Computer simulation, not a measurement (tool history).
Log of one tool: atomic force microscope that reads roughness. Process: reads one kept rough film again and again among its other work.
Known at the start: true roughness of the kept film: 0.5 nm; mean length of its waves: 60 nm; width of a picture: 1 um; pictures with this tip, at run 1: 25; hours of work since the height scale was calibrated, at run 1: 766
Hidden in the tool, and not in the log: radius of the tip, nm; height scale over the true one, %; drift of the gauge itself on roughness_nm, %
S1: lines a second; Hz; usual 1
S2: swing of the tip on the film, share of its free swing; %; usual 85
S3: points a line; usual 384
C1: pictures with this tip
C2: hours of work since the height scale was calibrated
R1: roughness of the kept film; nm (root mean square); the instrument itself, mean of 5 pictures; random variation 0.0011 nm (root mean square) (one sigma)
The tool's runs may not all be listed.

run    hour    S1  S2    S3   C1    C2     R1
  1       0     1  85   384   25   766  0.471
  2    30.3     1  85   384   91   790  0.468
  3    46.1     1  85   384  125   802  0.464
  4      72     1  85   384  182   823  0.466
       91.8  -- new tip fitted
  5    97.6     1  61   384   12   843  0.487
  6   121.5     1  71   384   65   862   0.48
  7   147.9     1  85   384  122   883  0.466
  8   179.7     1  85   384  192   908  0.463
      194.6  -- new tip fitted
  9     206  1.98  85   384   25   928   0.45
 10   233.2  1.98  85   384   84   950  0.448
 11   255.9     1  62   384  134   968  0.479
 12     278     1  62   384  182   985  0.479
 13   291.4     1  85   389  211   996  0.464
      298.4  -- new tip fitted
 14   312.4     1  85   384   31  1012  0.467
      315.4  -- height scale calibrated on a step standard
 15   327.1     1  85   384   61     9  0.464
 16   358.5     1  85   384  129    34  0.463
 17   378.8     1  85   384  174    50   0.46
 18   394.9     1  85   384  209    63  0.458
      402.8  -- height scale calibrated on a step standard, once more
      403.3  -- new tip fitted
 19   413.6     1  80   384   22     8  0.477
 20   431.1     1  85   384   60    22  0.473
 21   451.7     1  85   384  105    38   0.47
 22   482.9     1  85   384  174    63  0.469
 23   498.5     1  85   384  207    75  0.468
      506.7  -- new tip fitted
 24   524.9     1  85   384   40    96  0.475
 25   546.9     1  85   384   88   113  0.473
 26   568.2     1  85   384  134   130  0.469
 27   584.8     1  85   384  171   143  0.469
      609.5  -- new tip fitted
 28   614.9  1.09  57   318   12   167  0.489
 29   636.2  1.09  57   318   59   184  0.486
 30     660   2.3  74   384  111   203  0.464
 31   689.6   2.3  65   670  175   226  0.472
      711.4  -- new tip fitted
 32   716.1   2.3  65   670   10   247  0.478
 33   747.5  3.25  85   774   78   271   0.43
 34   767.8  2.59  70   709  123   287  0.467
 35   781.5  2.59  89   662  153   298  0.432
 36   794.9  2.59  89   662  182   309  0.431
      813.7  -- new tip fitted
 37   813.7  1.83  58   383    0   323  0.485
 38     829  2.23  85   304   33   336  0.448
 39   845.4  0.78  77   553   69   349  0.479
 40   868.7  3.96  85   330  120   367  0.418
 41   882.7  1.05  55   384  150   378  0.482
 42   911.8   0.7  57   384  214   401  0.481
      918.2  -- new tip fitted
 43   942.2  1.54  85   733   52   425  0.459
 44     967  0.89  73  1008  106   444   0.48
 45   985.4  3.45  83   438  146   459   0.43
 46  1010.6  3.45  83   438  201   479  0.429
     1022.2  -- new tip fitted
 47  1026.8  3.45  83   438   10   491  0.434
 48  1044.1  1.45  58   584   47   505  0.484
 49    1067  0.58  74   801   97   523  0.481
 50  1090.9   0.8  80   868  149   542  0.474
 51  1122.1   0.8  80   868  218   567   0.47

4 ways to go on from here, each from the tool as it stands after run 51. What would each give?
     1125.3  -- new tip fitted
  A  1140.8  0.51  68  550  34  581   ?
     1125.3  -- new tip fitted
  B  1140.8     1  55  763  34  581   ?
     1125.3  -- new tip fitted
  C  1140.8  0.64  80  868  34  581   ?
     1125.3  -- new tip fitted
  D  1140.8   0.8  75  868  34  581   ?

run     R1
  A  0.485
  B  0.485
  C  0.478
  D   0.48
Without the tool's hidden state the same runs would have given:
run     R1
  A  0.492
  B  0.492
  C  0.485
  D  0.487

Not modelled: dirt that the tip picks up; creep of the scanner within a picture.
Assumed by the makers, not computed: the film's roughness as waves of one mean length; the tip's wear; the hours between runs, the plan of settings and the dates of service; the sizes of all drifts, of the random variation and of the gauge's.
